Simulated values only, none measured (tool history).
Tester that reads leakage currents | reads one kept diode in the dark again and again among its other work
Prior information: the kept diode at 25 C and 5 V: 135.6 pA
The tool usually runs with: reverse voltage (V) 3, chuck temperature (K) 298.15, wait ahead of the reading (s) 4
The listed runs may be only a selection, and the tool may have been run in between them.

| run | hour | reverse voltage (V) | chuck temperature (K) | wait ahead of the reading (s) | current that the tester gives (pA) |
|---|---|---|---|---|---|
| 1 | 0 | 3 | 298.15 | 4 | 91.31 |
| 2 | 19 | 3 | 298.15 | 6.03 | 91.47 |
| 3 | 38.1 | 3 | 298.15 | 0.33 | 93.71 |
| 4 | 63.8 | 1.2 | 298.15 | 4 | 55.81 |
| 5 | 83.5 | 1.2 | 298.15 | 4 | 55.83 |
| 6 | 102.6 | 1.2 | 298.15 | 4 | 55.92 |
| 7 | 118 | 3 | 298.15 | 4 | 91.67 |
| 8 | 151.6 | 3 | 298.15 | 4 | 90.71 |
| 9 | 180.3 | 3 | 298.15 | 4 | 90.67 |
| 10 | 207.2 | 3 | 298.15 | 4 | 90.03 |
| 11 | 227.3 | 3 | 299.15 | 4 | 98.35 |
| 12 | 263.2 | 3 | 298.15 | 4 | 90.35 |
| 13 | 298.3 | 3 | 298.15 | 4 | 89.65 |
| 14 | 333.6 | 3 | 298.15 | 4 | 89.22 |
| 15 | 355.5 | 3 | 298.15 | 4 | 89.35 |
| 16 | 387.5 | 3 | 298.15 | 4 | 88.8 |
| 17 | 417.8 | 3 | 298.15 | 2.98 | 89.02 |
| 18 | 444.5 | 3 | 298.15 | 2.98 | 89.02 |
| 19 | 463.4 | 2.72 | 300.15 | 1.05 | 101.96 |
| 20 | 479.1 | 4.18 | 300.15 | 1.05 | 127.17 |
| 21 | 499.7 | 4.18 | 300.15 | 1.05 | 127.99 |
| 22 | 522.7 | 1.55 | 317.15 | 1.22 | 326.6 |
| 23 | 548.5 | 5.55 | 330.15 | 1.22 | 1789.05 |
| 24 | 572.1 | 3 | 298.15 | 2.39 | 105.04 |
| 25 | 592 | 4.03 | 320.15 | 0.41 | 804.86 |
| 26 | 627.5 | 12.5 | 315.15 | 4 | 981.89 |
| 27 | 662.6 | 2.56 | 301.15 | 4.41 | 125.96 |
| 28 | 681.5 | 2.56 | 301.15 | 4.41 | 125.73 |
| 29 | 699 | 1.49 | 332.15 | 4.41 | 1174.37 |
| 30 | 734.6 | 16.87 | 318.15 | 4 | 1459.53 |
| 31 | 763.4 | 3 | 315.15 | 1.43 | 452.03 |
| 32 | 789.4 | 8.36 | 324.15 | 2.55 | 1606.37 |
| 33 | 815.7 | 8.74 | 307.15 | 1.09 | 408.97 |
| 34 | 834.3 | 8.74 | 296.15 | 7.94 | 152.28 |

Not shown here: 1 entry made in the log between runs. Locate each between two listed runs and compare the hidden state at the listed run before it with the hidden state at the listed run after it:
In the gap between runs 23 and 24: chuck's temperature calibrated (hour 562.1)
  stray current of the dirty probe card, pA a volt: 0.082 -> 0.083; current scale over the true one, %: 0.37 -> 0.38; true chuck temperature over the reading, C: -1.79 -> 0.12
  measured value less the no-hidden-state value, current that the tester gives (pA): -250.87 -> +1.75
